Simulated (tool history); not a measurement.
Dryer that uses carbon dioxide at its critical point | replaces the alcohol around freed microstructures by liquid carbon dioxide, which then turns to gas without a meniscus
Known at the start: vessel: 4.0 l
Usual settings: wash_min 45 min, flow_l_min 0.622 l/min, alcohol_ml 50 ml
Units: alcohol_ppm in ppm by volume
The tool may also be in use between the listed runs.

| run | hour | wash_min | flow_l_min | alcohol_ml | alcohol_ppm |
|---|---|---|---|---|---|
| 1 | 0 | 45 | 0.622 | 50 | 109 |
| 2 | 9.1 | 45 | 0.622 | 50 | 103 |
| 3 | 14.5 | 45 | 0.622 | 50 | 99 |
| 4 | 19.9 | 45 | 0.622 | 50 | 95 |
| 5 | 25.7 | 38 | 0.622 | 50 | 189 |
| 6 | 31.1 | 38 | 0.622 | 50 | 194 |
| 7 | 38.3 | 45 | 0.905 | 50 | 13 |
| 8 | 43.5 | 45 | 0.622 | 50 | 92 |
| 9 | 53.2 | 45 | 0.622 | 50 | 95 |
| 10 | 63.3 | 45 | 0.622 | 50 | 104 |
| 11 | 68.7 | 45 | 0.622 | 50 | 99 |
| 12 | 73.8 | 45 | 0.622 | 50 | 102 |
| 13 | 80.9 | 45 | 0.622 | 107 | 198 |
| 14 | 89.2 | 45 | 0.705 | 65 | 80 |
| 15 | 95.1 | 48 | 0.981 | 38 | 8 |
| 16 | 104.4 | 28 | 0.466 | 25 | 658 |
| 17 | 110.2 | 35 | 0.622 | 50 | 286 |
| 18 | 117.7 | 37 | 1.029 | 50 | 22 |
| 19 | 125 | 54 | 0.579 | 29 | 37 |
| 20 | 129.7 | 54 | 0.579 | 29 | 39 |
| 21 | 139.8 | 54 | 0.579 | 29 | 44 |
| 22 | 146 | 54 | 0.579 | 29 | 47 |
| 23 | 152.5 | 45 | 0.619 | 72 | 154 |
| 24 | 159.5 | 59 | 0.672 | 50 | 28 |
| 25 | 168.3 | 70 | 0.622 | 79 | 21 |

5 ways to go on from here, each from the tool as it stands after run 25. What would each give?
| A | 174.2 | 36 | 0.442 | 35 | ? |
| B | 174.2 | 52 | 0.622 | 79 | ? |
| C | 174.2 | 45 | 0.893 | 50 | ? |
| D | 174.2 | 41 | 0.603 | 24 | ? |
| E | 174.2 | 45 | 0.694 | 50 | ? |

| run | alcohol_ppm |
|---|---|
| A | 588 |
| B | 76 |
| C | 20 |
| D | 96 |
| E | 62 |
Without the tool's hidden state the same runs would have given:
| run | alcohol_ppm |
|---|---|
| A | 494 |
| B | 49 |
| C | 11 |
| D | 72 |
| E | 42 |
